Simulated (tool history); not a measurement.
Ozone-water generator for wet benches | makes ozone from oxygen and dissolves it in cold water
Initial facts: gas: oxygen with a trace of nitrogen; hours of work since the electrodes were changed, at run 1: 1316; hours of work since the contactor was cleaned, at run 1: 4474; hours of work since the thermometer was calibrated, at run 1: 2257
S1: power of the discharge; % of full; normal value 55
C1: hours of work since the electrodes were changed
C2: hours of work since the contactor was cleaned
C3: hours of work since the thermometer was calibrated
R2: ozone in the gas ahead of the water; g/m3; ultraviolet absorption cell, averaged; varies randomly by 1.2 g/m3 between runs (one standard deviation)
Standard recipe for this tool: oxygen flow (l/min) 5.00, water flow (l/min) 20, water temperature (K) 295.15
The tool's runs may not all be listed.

Run 1, hour 0.0: usual settings; C1 1316; C2 4474; C3 2257. Result: dissolved ozone (ppm) 14.7, R2 213.3 g/m3.
Run 2, hour 57.5: usual settings; C1 1356; C2 4513; C3 2296. Result: dissolved ozone (ppm) 14.9, R2 213.7 g/m3.
Run 3, hour 96.9: usual settings; C1 1382; C2 4540; C3 2323. Result: dissolved ozone (ppm) 14.7, R2 216.8 g/m3.
Run 4, hour 166.9: usual settings but S1 56 % of full; C1 1430; C2 4588; C3 2370. Result: dissolved ozone (ppm) 15.1, R2 216.1 g/m3.
Run 5, hour 249.1: usual settings but S1 63 % of full; C1 1486; C2 4644; C3 2426. Result: dissolved ozone (ppm) 15.9, R2 231.9 g/m3.
At hour 255.1: water thermometer calibrated.
Run 6, hour 294.6: usual settings but S1 63 % of full; C1 1516; C2 4674; C3 27. Result: dissolved ozone (ppm) 15.7, R2 232.3 g/m3.
Run 7, hour 349.9: usual settings but water flow (l/min) 28; C1 1554; C2 4712; C3 64. Result: dissolved ozone (ppm) 10.8, R2 213.5 g/m3.
Run 8, hour 426.1: usual settings but water flow (l/min) 28; C1 1606; C2 4764; C3 116. Result: dissolved ozone (ppm) 10.7, R2 215.8 g/m3.
Run 9, hour 509.7: usual settings but water flow (l/min) 28; C1 1663; C2 4820; C3 173. Result: dissolved ozone (ppm) 10.6, R2 217.1 g/m3.
Run 10, hour 563.5: usual settings but water flow (l/min) 28; C1 1699; C2 4857; C3 210. Result: dissolved ozone (ppm) 10.7, R2 214.0 g/m3.
At hour 618.4: water thermometer calibrated, once more.
Run 11, hour 626.2: usual settings but oxygen flow (l/min) 6.39, water flow (l/min) 15; C1 1741; C2 4899; C3 5. Result: dissolved ozone (ppm) 17.9, R2 183.9 g/m3.
Run 12, hour 666.6: usual settings but oxygen flow (l/min) 6.14, water flow (l/min) 21, water temperature (K) 299.15; C1 1769; C2 4927; C3 33. Result: dissolved ozone (ppm) 12.6, R2 188.8 g/m3.
Run 13, hour 704.1: usual settings but S1 65 % of full, oxygen flow (l/min) 3.87; C1 1794; C2 4952; C3 58. Result: dissolved ozone (ppm) 16.2, R2 271.5 g/m3.

Forecast each of these 4 alternatives for the next run:
Run A, hour 744.0: usual settings but S1 53 % of full, oxygen flow (l/min) 3.42, water temperature (K) 292.15; C1 1821; C2 4979; C3 85. Result: dissolved ozone (ppm) ?, R2 ?.
Run B, hour 744.0: usual settings but S1 93 % of full, oxygen flow (l/min) 8.15, water temperature (K) 297.15; C1 1821; C2 4979; C3 85. Result: dissolved ozone (ppm) ?, R2 ?.
Run C, hour 744.0: usual settings but oxygen flow (l/min) 5.86; C1 1821; C2 4979; C3 85. Result: dissolved ozone (ppm) ?, R2 ?.
Run D, hour 744.0: usual settings but S1 47 % of full, oxygen flow (l/min) 4.72, water temperature (K) 301.15; C1 1821; C2 4979; C3 85. Result: dissolved ozone (ppm) ?, R2 ?.

run  dissolved ozone (ppm)     R2
  A                   14.9  263.5
  B                   17.2  207.1
  C                   14.4  194.7
  D                   12.4  205.1
Without the tool's unlogged condition, the same runs would have read:
run  dissolved ozone (ppm)     R2
  A                   16.6  269.0
  B                   19.4  212.9
  C                   16.0  198.9
  D                   13.9  209.1
